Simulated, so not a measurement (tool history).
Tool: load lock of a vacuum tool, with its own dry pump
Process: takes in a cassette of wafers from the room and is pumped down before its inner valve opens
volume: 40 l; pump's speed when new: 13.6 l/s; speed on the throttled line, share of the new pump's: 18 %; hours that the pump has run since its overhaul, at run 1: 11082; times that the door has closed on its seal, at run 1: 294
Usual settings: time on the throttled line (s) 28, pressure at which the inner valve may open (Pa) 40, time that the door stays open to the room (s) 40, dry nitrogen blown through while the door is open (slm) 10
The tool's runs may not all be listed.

run	hour	time on the throttled line (s)	pressure at which the inner valve may open (Pa)	time that the door stays open to the room (s)	dry nitrogen blown through while the door is open (slm)	hours that the pump has run since its overhaul	times that the door has closed on its seal	incoming humidity of the room's air, %	time from the closed door until the inner valve may open (s)	rise of the pressure with all valves shut (Pa/min)
1	0.0	28	40	40	10	11082	294	43.9	48.0	0.027
2	77.0	21	40	40	10	11159	415	46.0	42.2	0.033
3	198.8	15	40	40	10	11280	607	41.7	38.2	0.032
4	316.2	28	40	40	10	11398	793	42.6	48.2	0.031
5	427.8	28	40	40	10	11509	968	48.9	48.0	0.031
6	506.3	26	40	40	10	11588	1092	47.5	47.2	0.033
7	646.1	28	40	40	10	11728	1313	47.1	48.3	0.036
8	729.2	28	40	40	10	11811	1444	46.6	48.6	0.034
9	839.5	28	40	40	10	11921	1618	44.6	48.3	0.031
10	961.1	28	35	40	10	12043	1810	43.1	48.9	0.037
11	1100.2	28	35	40	10	12182	2029	46.8	48.7	0.033
12	1203.8	28	40	40	10	12285	2193	44.1	48.6	0.037
13	1345.8	28	40	40	39	12427	2417	48.1	48.2	0.018
14	1428.0	28	40	40	39	12510	2547	44.5	48.2	0.024
15	1554.3	28	40	201	39	12636	2746	45.6	48.5	0.053
16	1618.5	28	40	201	39	12700	2847	43.0	48.3	0.039
17	1715.5	28	40	40	10	12797	3000	46.3	48.6	0.039
18	1794.4	28	40	40	27	12876	3125	47.2	48.6	0.031
19	1920.6	28	40	40	27	13002	3324	44.3	48.3	0.025
20	2005.1	28	40	40	27	13087	3457	47.0	48.9	0.033
21	2125.8	39	77	38	6	13207	3648	42.6	55.6	0.042
22	2266.2	28	40	68	10	13348	3869	48.1	48.7	0.047
23	2363.7	19	58	40	10	13445	4023	46.1	40.4	0.048
24	2481.9	24	38	56	20	13563	4209	43.6	46.1	0.042
25	2603.9	48	37	40	10	13685	4402	45.5	65.3	0.044
26	2737.4	26	29	40	10	13819	4612	45.6	48.6	0.044
27	2880.9	48	40	40	10	13962	4839	46.2	65.2	0.050
28	2965.7	48	40	40	10	14047	4973	43.7	64.8	0.042
29	3056.6	15	40	71	6	14138	5116	44.5	38.6	0.056
30	3153.2	24	40	43	6	14235	5269	43.2	45.9	0.050
31	3240.4	24	40	43	6	14322	5406	42.8	46.2	0.050
32	3371.4	24	55	32	6	14453	5613	46.7	44.7	0.053
33	3448.2	22	55	32	18	14530	5734	43.6	43.2	0.038
34	3581.8	28	31	71	5	14663	5945	43.2	50.1	0.059
35	3726.9	28	40	70	10	14808	6174	46.9	49.4	0.064
36	3812.8	28	68	72	10	14894	6309	46.3	47.3	0.063
37	3880.8	28	68	72	10	14962	6417	41.7	47.2	0.056

Forecast each of these 4 alternatives for the next run:
A	3948.3	15	48	72	10	15030	6523	42.9	?	?
B	3948.3	28	40	40	10	15030	6523	45.9	?	?
C	3948.3	28	68	202	16	15030	6523	45.8	?	?
D	3948.3	28	68	26	24	15030	6523	44.4	?	?

run	time from the closed door until the inner valve may open (s)	rise of the pressure with all valves shut (Pa/min)
A	37.9	0.057
B	49.1	0.052
C	47.1	0.080
D	47.6	0.043
Without the tool's hidden state the same runs would have given:
run	time from the closed door until the inner valve may open (s)	rise of the pressure with all valves shut (Pa/min)
A	34.6	0.033
B	46.1	0.028
C	44.4	0.056
D	44.8	0.019

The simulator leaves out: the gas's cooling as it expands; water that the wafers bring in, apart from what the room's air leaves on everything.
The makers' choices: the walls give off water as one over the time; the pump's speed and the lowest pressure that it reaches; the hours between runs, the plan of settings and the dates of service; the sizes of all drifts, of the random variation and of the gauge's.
